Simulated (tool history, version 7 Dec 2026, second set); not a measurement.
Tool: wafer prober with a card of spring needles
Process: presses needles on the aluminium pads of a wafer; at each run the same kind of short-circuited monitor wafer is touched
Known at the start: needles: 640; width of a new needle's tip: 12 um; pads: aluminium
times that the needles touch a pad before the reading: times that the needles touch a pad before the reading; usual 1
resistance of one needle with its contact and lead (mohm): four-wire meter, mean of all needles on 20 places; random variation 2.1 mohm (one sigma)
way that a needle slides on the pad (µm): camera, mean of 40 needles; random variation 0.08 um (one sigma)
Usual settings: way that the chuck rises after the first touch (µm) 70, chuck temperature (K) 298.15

run,hour,way that the chuck rises after the first touch (µm),chuck temperature (K),times that the needles touch a pad before the reading,resistance of one needle with its contact and lead (mohm),way that a needle slides on the pad (µm)
1,0.0,70,298.15,1,230,15.84
# hour 2.2: tips cleaned on abrasive film
# hour 17.1: tips cleaned on abrasive film
2,28.1,70,300.15,1,230,15.84
# hour 32.4: tips cleaned on abrasive film
# hour 47.8: tips cleaned on abrasive film
3,60.3,70,298.15,2,231,15.84
# hour 62.9: tips cleaned on abrasive film
# hour 78.2: tips cleaned on abrasive film
4,90.2,70,356.15,1,245,15.67
# hour 92.9: tips cleaned on abrasive film
# hour 109.2: tips cleaned on abrasive film
5,115.8,70,298.15,1,230,15.68
# hour 124.7: tips cleaned on abrasive film
6,131.0,70,304.15,1,230,15.82
# hour 139.5: tips cleaned on abrasive film
7,150.5,70,304.15,1,233,15.77
# hour 155.8: tips cleaned on abrasive film
8,166.1,70,321.15,1,237,15.72
# hour 172.7: tips cleaned on abrasive film
9,179.5,70,298.15,1,230,15.81
# hour 188.3: tips cleaned on abrasive film
10,195.5,84,298.15,1,230,18.96
# hour 203.7: tips cleaned on abrasive film
11,214.0,84,298.15,1,233,18.85
# hour 218.6: tips cleaned on abrasive film
# hour 233.4: tips cleaned on abrasive film
12,239.8,70,300.15,1,228,15.72
# hour 250.2: tips cleaned on abrasive film
# hour 264.9: tips cleaned on abrasive film
13,267.2,70,300.15,1,231,15.63
# hour 280.5: tips cleaned on abrasive film
14,282.1,70,300.15,1,229,15.88
# hour 296.5: tips cleaned on abrasive film
15,303.4,70,309.15,1,229,15.91
# hour 311.4: tips cleaned on abrasive film
# hour 327.5: tips cleaned on abrasive film
16,328.1,70,309.15,1,230,15.70
# hour 341.9: tips cleaned on abrasive film
# hour 356.4: tips cleaned on abrasive film
17,356.6,79,325.15,2,235,17.79
# hour 371.9: tips cleaned on abrasive film
18,382.0,86,357.15,2,240,19.34
# hour 387.6: tips cleaned on abrasive film
# hour 402.7: tips cleaned on abrasive film
# hour 406.4: height of the first contact set anew
19,414.4,86,357.15,2,246,19.58
# hour 418.6: tips cleaned on abrasive film
# hour 434.9: tips cleaned on abrasive film
20,438.2,70,310.15,2,234,15.79
# hour 449.4: tips cleaned on abrasive film
21,459.9,50,359.15,1,250,11.26
# hour 465.6: tips cleaned on abrasive film
# hour 481.6: tips cleaned on abrasive film
22,488.8,70,305.15,1,235,15.88

Run 23 comes next. What will it give?
# hour 497.3: tips cleaned on abrasive film
# hour 512.5: tips cleaned on abrasive film
23,520.5,70,305.15,2,?,?

{"run 23": {"resistance of one needle with its contact and lead (mohm)": 228, "way that a needle slides on the pad (µm)": 15.94}}
Without the tool's hidden state the same run would have given resistance of one needle with its contact and lead (mohm) 228, way that a needle slides on the pad (µm) 15.95.

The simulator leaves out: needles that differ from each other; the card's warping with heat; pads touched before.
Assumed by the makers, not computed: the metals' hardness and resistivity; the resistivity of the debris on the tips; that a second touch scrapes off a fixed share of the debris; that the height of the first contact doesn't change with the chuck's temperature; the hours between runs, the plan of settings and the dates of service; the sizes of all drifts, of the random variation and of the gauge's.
